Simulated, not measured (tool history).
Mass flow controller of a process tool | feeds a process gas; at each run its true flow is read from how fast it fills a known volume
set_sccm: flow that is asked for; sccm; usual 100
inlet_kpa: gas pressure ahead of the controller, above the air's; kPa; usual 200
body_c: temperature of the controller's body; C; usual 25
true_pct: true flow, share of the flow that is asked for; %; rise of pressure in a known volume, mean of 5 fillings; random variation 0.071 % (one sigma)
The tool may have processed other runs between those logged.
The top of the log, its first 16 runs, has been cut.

{"hour": 1462.7, "done": "controller's zero set anew, once more"}
{"run": 17, "hour": 1480.1, "set_sccm": 100, "inlet_kpa": 280, "body_c": 25, "true_pct": 99.58}
{"run": 18, "hour": 1600.4, "set_sccm": 179, "inlet_kpa": 280, "body_c": 25, "true_pct": 100.08}
{"run": 19, "hour": 1652.3, "set_sccm": 179, "inlet_kpa": 280, "body_c": 25, "true_pct": 100.06}
{"run": 20, "hour": 1758.0, "set_sccm": 179, "inlet_kpa": 280, "body_c": 25, "true_pct": 99.89}
{"run": 21, "hour": 1843.4, "set_sccm": 153, "inlet_kpa": 186, "body_c": 32, "true_pct": 100.14}
{"run": 22, "hour": 1947.2, "set_sccm": 153, "inlet_kpa": 207, "body_c": 32, "true_pct": 100.01}
{"run": 23, "hour": 2044.6, "set_sccm": 100, "inlet_kpa": 200, "body_c": 21, "true_pct": 100.22}
{"run": 24, "hour": 2168.3, "set_sccm": 100, "inlet_kpa": 200, "body_c": 21, "true_pct": 100.35}
{"run": 25, "hour": 2233.4, "set_sccm": 100, "inlet_kpa": 180, "body_c": 23, "true_pct": 100.29}
{"run": 26, "hour": 2317.8, "set_sccm": 61, "inlet_kpa": 218, "body_c": 21, "true_pct": 99.93}
{"run": 27, "hour": 2412.0, "set_sccm": 61, "inlet_kpa": 218, "body_c": 21, "true_pct": 99.85}
{"run": 28, "hour": 2519.9, "set_sccm": 58, "inlet_kpa": 202, "body_c": 36, "true_pct": 99.1}
{"run": 29, "hour": 2612.5, "set_sccm": 91, "inlet_kpa": 227, "body_c": 32, "true_pct": 99.6}
{"run": 30, "hour": 2722.2, "set_sccm": 28, "inlet_kpa": 177, "body_c": 25, "true_pct": 99.52}
{"run": 31, "hour": 2830.6, "set_sccm": 102, "inlet_kpa": 238, "body_c": 39, "true_pct": 99.14}
{"run": 32, "hour": 2940.5, "set_sccm": 29, "inlet_kpa": 191, "body_c": 30, "true_pct": 99.03}
{"run": 33, "hour": 3012.5, "set_sccm": 29, "inlet_kpa": 191, "body_c": 30, "true_pct": 99.13}

Run 34 is up next; what results do you expect?
{"run": 34, "hour": 3089.0, "set_sccm": 109, "inlet_kpa": 155, "body_c": 25, "true_pct": "?"}

{"run 34": {"true_pct": 100.6}}
On a tool with no hidden condition, and with the same random variation, this run would have come out at true_pct 99.91 %.
